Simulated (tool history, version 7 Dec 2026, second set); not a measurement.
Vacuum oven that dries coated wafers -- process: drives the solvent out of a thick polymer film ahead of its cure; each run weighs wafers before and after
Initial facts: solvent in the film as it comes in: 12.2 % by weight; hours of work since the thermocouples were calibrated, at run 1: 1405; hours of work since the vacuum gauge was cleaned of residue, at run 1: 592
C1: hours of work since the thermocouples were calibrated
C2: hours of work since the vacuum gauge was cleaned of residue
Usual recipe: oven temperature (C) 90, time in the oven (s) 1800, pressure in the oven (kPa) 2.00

run 1 hour=0.0 | oven_temperature_(C)=90 time_in_the_oven_(s)=1800 pressure_in_the_oven_(kPa)=2.00 | C1=1405 C2=592 | solvent_left_in_the_film_(%)=2.89
-- hour=36.6 oven's thermocouples calibrated
run 2 hour=49.0 | oven_temperature_(C)=90 time_in_the_oven_(s)=1800 pressure_in_the_oven_(kPa)=2.00 | C1=7 C2=617 | solvent_left_in_the_film_(%)=2.62
run 3 hour=145.2 | oven_temperature_(C)=90 time_in_the_oven_(s)=1800 pressure_in_the_oven_(kPa)=2.00 | C1=58 C2=668 | solvent_left_in_the_film_(%)=2.60
run 4 hour=236.7 | oven_temperature_(C)=90 time_in_the_oven_(s)=1800 pressure_in_the_oven_(kPa)=2.00 | C1=107 C2=717 | solvent_left_in_the_film_(%)=2.61
run 5 hour=314.3 | oven_temperature_(C)=90 time_in_the_oven_(s)=1980 pressure_in_the_oven_(kPa)=2.00 | C1=149 C2=759 | solvent_left_in_the_film_(%)=2.49
run 6 hour=414.5 | oven_temperature_(C)=76 time_in_the_oven_(s)=1500 pressure_in_the_oven_(kPa)=1.08 | C1=203 C2=813 | solvent_left_in_the_film_(%)=4.67

Run 7 has not been measured yet. What should we expect?
run 7 hour=507.2 | oven_temperature_(C)=85 time_in_the_oven_(s)=1140 pressure_in_the_oven_(kPa)=7.86 | C1=252 C2=862 | solvent_left_in_the_film_(%)=?

solvent left in the film (%): 10.19
On a tool with no hidden condition, and with the same random variation, this run would have come out at solvent left in the film (%) 9.84.
